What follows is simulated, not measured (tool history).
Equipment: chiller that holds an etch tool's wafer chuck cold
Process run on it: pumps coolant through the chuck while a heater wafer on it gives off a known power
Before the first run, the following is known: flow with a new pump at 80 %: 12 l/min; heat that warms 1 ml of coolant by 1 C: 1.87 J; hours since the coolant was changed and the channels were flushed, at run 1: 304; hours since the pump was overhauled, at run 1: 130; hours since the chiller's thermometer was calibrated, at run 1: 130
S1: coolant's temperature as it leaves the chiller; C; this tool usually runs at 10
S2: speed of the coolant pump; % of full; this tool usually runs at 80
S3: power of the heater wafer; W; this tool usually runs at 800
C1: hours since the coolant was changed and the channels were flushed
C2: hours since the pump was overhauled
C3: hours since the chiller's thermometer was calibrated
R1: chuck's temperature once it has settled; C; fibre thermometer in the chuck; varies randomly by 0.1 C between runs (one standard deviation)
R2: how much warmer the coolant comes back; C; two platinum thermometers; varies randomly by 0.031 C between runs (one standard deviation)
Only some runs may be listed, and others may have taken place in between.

Run 1, hour 0.0: usual settings; C1 304; C2 130; C3 130. Result: R1 17.9 C, R2 2.12 C.
Run 2, hour 60.0: usual settings but S1 12 C; C1 364; C2 190; C3 190. Result: R1 19.8 C, R2 2.12 C.
Run 3, hour 87.7: usual settings but S1 12 C; C1 392; C2 218; C3 218. Result: R1 20.0 C, R2 2.11 C.
Run 4, hour 143.2: usual settings but S1 1 C; C1 447; C2 273; C3 273. Result: R1 8.8 C, R2 2.13 C.
Run 5, hour 194.9: usual settings but S1 0 C; C1 499; C2 325; C3 325. Result: R1 7.9 C, R2 2.20 C.
Run 6, hour 235.9: usual settings but S1 0 C; C1 540; C2 366; C3 366. Result: R1 7.9 C, R2 2.19 C.
Run 7, hour 265.5: usual settings but S2 64 % of full; C1 569; C2 395; C3 395. Result: R1 18.9 C, R2 2.70 C.
Run 8, hour 298.7: usual settings but S2 64 % of full; C1 603; C2 429; C3 429. Result: R1 19.0 C, R2 2.70 C.
Run 9, hour 329.4: usual settings but S1 2 C; C1 633; C2 459; C3 459. Result: R1 10.1 C, R2 2.18 C.
Run 10, hour 383.4: usual settings but S1 2 C; C1 687; C2 513; C3 513. Result: R1 9.9 C, R2 2.17 C.
Run 11, hour 442.3: usual settings but S1 2 C, S3 585 W; C1 746; C2 572; C3 572. Result: R1 7.8 C, R2 1.59 C.
Run 12, hour 506.4: usual settings but S2 73 % of full; C1 810; C2 636; C3 636. Result: R1 18.3 C, R2 2.41 C.
Run 13, hour 562.9: usual settings but S2 73 % of full; C1 867; C2 693; C3 693. Result: R1 18.2 C, R2 2.39 C.
Run 14, hour 601.3: usual settings but S2 73 % of full; C1 905; C2 731; C3 731. Result: R1 18.3 C, R2 2.49 C.
Run 15, hour 646.9: usual settings but S2 73 % of full; C1 951; C2 777; C3 777. Result: R1 18.3 C, R2 2.38 C.
Run 16, hour 696.8: usual settings but S2 73 % of full; C1 1001; C2 827; C3 827. Result: R1 18.2 C, R2 2.50 C.
Run 17, hour 733.9: usual settings but S1 5 C, S2 64 % of full, S3 549 W; C1 1038; C2 864; C3 864. Result: R1 10.8 C, R2 1.92 C.

Expected results for the next run?
Run 18, hour 760.4: usual settings but S1 15 C, S2 85 % of full, S3 715 W; C1 1064; C2 890; C3 890. Result: R1 ?, R2 ?.

Logged for run 18: R1 21.8 C, R2 1.92 C.
On a tool with no hidden condition, and with the same random variation, this run would have come out at R1 21.8 C, R2 1.82 C.

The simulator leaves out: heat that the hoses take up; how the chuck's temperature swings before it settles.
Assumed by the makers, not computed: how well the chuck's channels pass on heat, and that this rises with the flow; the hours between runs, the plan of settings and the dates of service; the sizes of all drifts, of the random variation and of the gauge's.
